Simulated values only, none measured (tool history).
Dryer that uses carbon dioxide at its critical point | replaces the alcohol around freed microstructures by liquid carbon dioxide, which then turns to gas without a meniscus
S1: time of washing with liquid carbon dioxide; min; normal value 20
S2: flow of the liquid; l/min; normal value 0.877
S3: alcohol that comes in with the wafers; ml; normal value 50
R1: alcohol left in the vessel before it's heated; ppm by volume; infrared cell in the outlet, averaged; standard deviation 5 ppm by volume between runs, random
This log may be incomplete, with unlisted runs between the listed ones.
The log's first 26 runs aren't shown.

run 27 hour=546.1 | S1=20 S2=0.855 S3=50 | R1=206
run 28 hour=564.8 | S1=25 S2=0.997 S3=37 | R1=182
run 29 hour=583.1 | S1=12 S2=0.627 S3=56 | R1=1130
run 30 hour=609.7 | S1=12 S2=0.627 S3=56 | R1=1175
run 31 hour=633.2 | S1=12 S2=0.627 S3=56 | R1=1164
run 32 hour=649.7 | S1=12 S2=0.627 S3=45 | R1=987
run 33 hour=672 | S1=16 S2=0.627 S3=45 | R1=458
-- hour=678.9 inlet filter changed
run 34 hour=700 | S1=15 S2=1.039 S3=109 | R1=237

Run 35 comes next. What will it give?
run 35 hour=722.4 | S1=15 S2=1.039 S3=109 | R1=?

Run 35 came out at R1 237 ppm by volume.
Without the tool's hidden state the same run would have given R1 37 ppm by volume.

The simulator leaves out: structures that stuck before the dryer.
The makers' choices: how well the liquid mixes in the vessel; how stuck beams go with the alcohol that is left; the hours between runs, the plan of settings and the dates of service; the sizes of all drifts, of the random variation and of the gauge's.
